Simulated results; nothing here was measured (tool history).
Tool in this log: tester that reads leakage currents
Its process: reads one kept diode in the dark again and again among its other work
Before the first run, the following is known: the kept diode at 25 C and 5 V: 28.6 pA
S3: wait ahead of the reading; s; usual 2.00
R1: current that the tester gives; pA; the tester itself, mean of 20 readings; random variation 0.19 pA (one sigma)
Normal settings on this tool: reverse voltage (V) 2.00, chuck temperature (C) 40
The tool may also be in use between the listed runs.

run 1 hour=0.0 | reverse_voltage_(V)=2.00 chuck_temperature_(C)=40 S3=2.00 | R1=57.87
run 2 hour=49.6 | reverse_voltage_(V)=2.00 chuck_temperature_(C)=40 S3=2.00 | R1=57.61
run 3 hour=103.9 | reverse_voltage_(V)=2.00 chuck_temperature_(C)=40 S3=0.96 | R1=57.56
run 4 hour=162.0 | reverse_voltage_(V)=2.00 chuck_temperature_(C)=40 S3=0.96 | R1=57.39
run 5 hour=227.5 | reverse_voltage_(V)=2.00 chuck_temperature_(C)=40 S3=1.10 | R1=56.49
run 6 hour=280.6 | reverse_voltage_(V)=2.00 chuck_temperature_(C)=40 S3=1.10 | R1=56.39
run 7 hour=343.8 | reverse_voltage_(V)=2.00 chuck_temperature_(C)=40 S3=2.00 | R1=55.57
run 8 hour=376.9 | reverse_voltage_(V)=2.00 chuck_temperature_(C)=40 S3=2.00 | R1=55.38
run 9 hour=417.6 | reverse_voltage_(V)=2.00 chuck_temperature_(C)=40 S3=2.00 | R1=54.78
-- hour=486.0 chuck's temperature calibrated
run 10 hour=490.0 | reverse_voltage_(V)=2.00 chuck_temperature_(C)=40 S3=2.00 | R1=61.51
run 11 hour=547.9 | reverse_voltage_(V)=1.81 chuck_temperature_(C)=40 S3=2.00 | R1=57.27
run 12 hour=602.3 | reverse_voltage_(V)=2.00 chuck_temperature_(C)=40 S3=2.00 | R1=60.25
run 13 hour=645.6 | reverse_voltage_(V)=5.32 chuck_temperature_(C)=40 S3=2.00 | R1=101.06
run 14 hour=712.0 | reverse_voltage_(V)=2.00 chuck_temperature_(C)=40 S3=6.43 | R1=59.16
run 15 hour=768.9 | reverse_voltage_(V)=1.13 chuck_temperature_(C)=40 S3=2.00 | R1=43.73
run 16 hour=817.7 | reverse_voltage_(V)=6.46 chuck_temperature_(C)=40 S3=2.00 | R1=110.23
run 17 hour=868.6 | reverse_voltage_(V)=2.00 chuck_temperature_(C)=40 S3=2.00 | R1=57.82
run 18 hour=932.7 | reverse_voltage_(V)=2.00 chuck_temperature_(C)=31 S3=2.00 | R1=28.59
-- hour=941.1 tester calibrated
run 19 hour=984.5 | reverse_voltage_(V)=2.00 chuck_temperature_(C)=31 S3=2.00 | R1=28.32
run 20 hour=1049.4 | reverse_voltage_(V)=2.00 chuck_temperature_(C)=40 S3=3.01 | R1=56.69
-- hour=1070.1 tester calibrated, once more
run 21 hour=1090.8 | reverse_voltage_(V)=3.20 chuck_temperature_(C)=40 S3=2.00 | R1=72.16
run 22 hour=1129.3 | reverse_voltage_(V)=3.20 chuck_temperature_(C)=40 S3=2.00 | R1=71.89
run 23 hour=1163.9 | reverse_voltage_(V)=3.20 chuck_temperature_(C)=40 S3=2.00 | R1=71.63
run 24 hour=1195.0 | reverse_voltage_(V)=3.20 chuck_temperature_(C)=26 S3=1.41 | R1=23.92
run 25 hour=1231.7 | reverse_voltage_(V)=3.20 chuck_temperature_(C)=26 S3=1.41 | R1=23.98
run 26 hour=1297.8 | reverse_voltage_(V)=3.20 chuck_temperature_(C)=26 S3=1.41 | R1=23.69
run 27 hour=1362.7 | reverse_voltage_(V)=15.10 chuck_temperature_(C)=49 S3=2.00 | R1=315.02
run 28 hour=1402.1 | reverse_voltage_(V)=7.92 chuck_temperature_(C)=44 S3=1.11 | R1=153.60
-- hour=1450.2 chuck's temperature calibrated
run 29 hour=1472.6 | reverse_voltage_(V)=7.92 chuck_temperature_(C)=44 S3=1.11 | R1=175.78
run 30 hour=1520.4 | reverse_voltage_(V)=7.92 chuck_temperature_(C)=44 S3=1.11 | R1=175.42
run 31 hour=1565.4 | reverse_voltage_(V)=1.32 chuck_temperature_(C)=42 S3=8.19 | R1=56.82
run 32 hour=1614.3 | reverse_voltage_(V)=5.07 chuck_temperature_(C)=22 S3=9.87 | R1=24.72
run 33 hour=1651.3 | reverse_voltage_(V)=1.85 chuck_temperature_(C)=46 S3=1.39 | R1=91.30
run 34 hour=1682.1 | reverse_voltage_(V)=2.00 chuck_temperature_(C)=40 S3=2.94 | R1=59.69
run 35 hour=1744.4 | reverse_voltage_(V)=6.25 chuck_temperature_(C)=40 S3=0.45 | R1=113.01
run 36 hour=1792.1 | reverse_voltage_(V)=6.25 chuck_temperature_(C)=40 S3=0.45 | R1=112.68
run 37 hour=1823.8 | reverse_voltage_(V)=6.25 chuck_temperature_(C)=40 S3=0.45 | R1=112.26
run 38 hour=1873.5 | reverse_voltage_(V)=2.73 chuck_temperature_(C)=40 S3=0.33 | R1=71.09
run 39 hour=1933.6 | reverse_voltage_(V)=2.73 chuck_temperature_(C)=40 S3=0.33 | R1=70.71
run 40 hour=1973.5 | reverse_voltage_(V)=1.15 chuck_temperature_(C)=24 S3=1.24 | R1=12.21
run 41 hour=2035.2 | reverse_voltage_(V)=1.15 chuck_temperature_(C)=24 S3=1.24 | R1=12.18

Each row is a separate what-if for the run after 41, all from the same tool condition, not one after another. Results?
run A hour=2070.8 | reverse_voltage_(V)=14.40 chuck_temperature_(C)=46 S3=3.26 | R1=?
run B hour=2070.8 | reverse_voltage_(V)=2.00 chuck_temperature_(C)=22 S3=2.00 | R1=?
run C hour=2070.8 | reverse_voltage_(V)=2.00 chuck_temperature_(C)=23 S3=2.00 | R1=?

run=A R1=260.06
run=B R1=13.96
run=C R1=15.13
What these runs would have given with no unlogged condition in the tool:
run=A R1=272.25
run=B R1=13.94
run=C R1=15.21
